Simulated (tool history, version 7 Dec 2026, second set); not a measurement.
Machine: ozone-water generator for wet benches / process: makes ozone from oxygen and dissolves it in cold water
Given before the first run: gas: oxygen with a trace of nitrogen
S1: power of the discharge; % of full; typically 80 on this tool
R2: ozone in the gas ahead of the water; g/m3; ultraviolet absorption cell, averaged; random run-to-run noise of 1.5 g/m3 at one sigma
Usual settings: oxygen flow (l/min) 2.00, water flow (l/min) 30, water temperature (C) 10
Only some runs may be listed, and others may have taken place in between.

run 1 hour=0.0 | S1=80 oxygen_flow_(l/min)=2.00 water_flow_(l/min)=30 water_temperature_(C)=10 | dissolved_ozone_(ppm)=8.8 R2=210.3
run 2 hour=168.3 | S1=80 oxygen_flow_(l/min)=2.00 water_flow_(l/min)=30 water_temperature_(C)=10 | dissolved_ozone_(ppm)=8.9 R2=209.8
run 3 hour=313.4 | S1=80 oxygen_flow_(l/min)=2.00 water_flow_(l/min)=30 water_temperature_(C)=10 | dissolved_ozone_(ppm)=8.7 R2=208.5
run 4 hour=421.0 | S1=80 oxygen_flow_(l/min)=2.00 water_flow_(l/min)=30 water_temperature_(C)=10 | dissolved_ozone_(ppm)=8.6 R2=208.0
run 5 hour=558.2 | S1=80 oxygen_flow_(l/min)=2.00 water_flow_(l/min)=30 water_temperature_(C)=10 | dissolved_ozone_(ppm)=8.4 R2=209.3
run 6 hour=760.6 | S1=80 oxygen_flow_(l/min)=2.00 water_flow_(l/min)=30 water_temperature_(C)=10 | dissolved_ozone_(ppm)=8.5 R2=205.9
run 7 hour=854.1 | S1=80 oxygen_flow_(l/min)=3.32 water_flow_(l/min)=30 water_temperature_(C)=10 | dissolved_ozone_(ppm)=10.0 R2=157.3
run 8 hour=1023.6 | S1=80 oxygen_flow_(l/min)=3.32 water_flow_(l/min)=30 water_temperature_(C)=10 | dissolved_ozone_(ppm)=10.0 R2=158.3
run 9 hour=1174.4 | S1=80 oxygen_flow_(l/min)=2.00 water_flow_(l/min)=23 water_temperature_(C)=10 | dissolved_ozone_(ppm)=11.5 R2=200.6
run 10 hour=1309.3 | S1=80 oxygen_flow_(l/min)=2.00 water_flow_(l/min)=23 water_temperature_(C)=10 | dissolved_ozone_(ppm)=11.5 R2=200.2
run 11 hour=1417.0 | S1=80 oxygen_flow_(l/min)=2.00 water_flow_(l/min)=23 water_temperature_(C)=11 | dissolved_ozone_(ppm)=11.3 R2=198.7
run 12 hour=1609.5 | S1=80 oxygen_flow_(l/min)=2.00 water_flow_(l/min)=23 water_temperature_(C)=11 | dissolved_ozone_(ppm)=11.1 R2=197.8
run 13 hour=1766.7 | S1=80 oxygen_flow_(l/min)=2.00 water_flow_(l/min)=23 water_temperature_(C)=11 | dissolved_ozone_(ppm)=11.0 R2=199.6
run 14 hour=1960.9 | S1=42 oxygen_flow_(l/min)=2.00 water_flow_(l/min)=30 water_temperature_(C)=10 | dissolved_ozone_(ppm)=6.0 R2=143.8
run 15 hour=2114.1 | S1=49 oxygen_flow_(l/min)=1.13 water_flow_(l/min)=27 water_temperature_(C)=10 | dissolved_ozone_(ppm)=5.8 R2=206.3
run 16 hour=2238.2 | S1=49 oxygen_flow_(l/min)=1.13 water_flow_(l/min)=27 water_temperature_(C)=10 | dissolved_ozone_(ppm)=5.8 R2=206.2
run 17 hour=2417.3 | S1=49 oxygen_flow_(l/min)=1.13 water_flow_(l/min)=27 water_temperature_(C)=10 | dissolved_ozone_(ppm)=5.7 R2=205.7
-- hour=2428.6 water thermometer calibrated
run 18 hour=2606.8 | S1=96 oxygen_flow_(l/min)=2.00 water_flow_(l/min)=30 water_temperature_(C)=10 | dissolved_ozone_(ppm)=8.5 R2=204.7
run 19 hour=2729.4 | S1=44 oxygen_flow_(l/min)=1.19 water_flow_(l/min)=27 water_temperature_(C)=8 | dissolved_ozone_(ppm)=5.4 R2=185.6
run 20 hour=2897.5 | S1=80 oxygen_flow_(l/min)=2.93 water_flow_(l/min)=30 water_temperature_(C)=7 | dissolved_ozone_(ppm)=8.7 R2=152.0
run 21 hour=3011.8 | S1=54 oxygen_flow_(l/min)=2.93 water_flow_(l/min)=30 water_temperature_(C)=12 | dissolved_ozone_(ppm)=6.9 R2=128.0
-- hour=3076.7 water thermometer calibrated, once more
run 22 hour=3146.1 | S1=54 oxygen_flow_(l/min)=2.93 water_flow_(l/min)=30 water_temperature_(C)=12 | dissolved_ozone_(ppm)=7.1 R2=128.2
run 23 hour=3232.4 | S1=54 oxygen_flow_(l/min)=2.93 water_flow_(l/min)=30 water_temperature_(C)=12 | dissolved_ozone_(ppm)=7.1 R2=126.5
run 24 hour=3421.1 | S1=80 oxygen_flow_(l/min)=2.00 water_flow_(l/min)=24 water_temperature_(C)=10 | dissolved_ozone_(ppm)=9.6 R2=181.6
run 25 hour=3605.2 | S1=80 oxygen_flow_(l/min)=2.00 water_flow_(l/min)=24 water_temperature_(C)=10 | dissolved_ozone_(ppm)=9.6 R2=177.7

Predict each of these 5 candidate next runs independently; none follows another, all start after run 25:
run A hour=3716.5 | S1=47 oxygen_flow_(l/min)=1.66 water_flow_(l/min)=24 water_temperature_(C)=10 | dissolved_ozone_(ppm)=? R2=?
run B hour=3716.5 | S1=80 oxygen_flow_(l/min)=2.00 water_flow_(l/min)=24 water_temperature_(C)=17 | dissolved_ozone_(ppm)=? R2=?
run C hour=3716.5 | S1=80 oxygen_flow_(l/min)=1.71 water_flow_(l/min)=35 water_temperature_(C)=10 | dissolved_ozone_(ppm)=? R2=?
run D hour=3716.5 | S1=65 oxygen_flow_(l/min)=2.00 water_flow_(l/min)=35 water_temperature_(C)=10 | dissolved_ozone_(ppm)=? R2=?
run E hour=3716.5 | S1=69 oxygen_flow_(l/min)=2.00 water_flow_(l/min)=30 water_temperature_(C)=10 | dissolved_ozone_(ppm)=? R2=?

run=A dissolved_ozone_(ppm)=6.9 R2=157.5
run=B dissolved_ozone_(ppm)=9.1 R2=178.0
run=C dissolved_ozone_(ppm)=5.7 R2=194.1
run=D dissolved_ozone_(ppm)=5.4 R2=162.3
run=E dissolved_ozone_(ppm)=6.9 R2=167.5
What these runs would have given with no unlogged condition in the tool:
run=A dissolved_ozone_(ppm)=10.2 R2=218.5
run=B dissolved_ozone_(ppm)=14.9 R2=278.5
run=C dissolved_ozone_(ppm)=9.4 R2=304.4
run=D dissolved_ozone_(ppm)=8.6 R2=242.9
run=E dissolved_ozone_(ppm)=11.0 R2=253.4
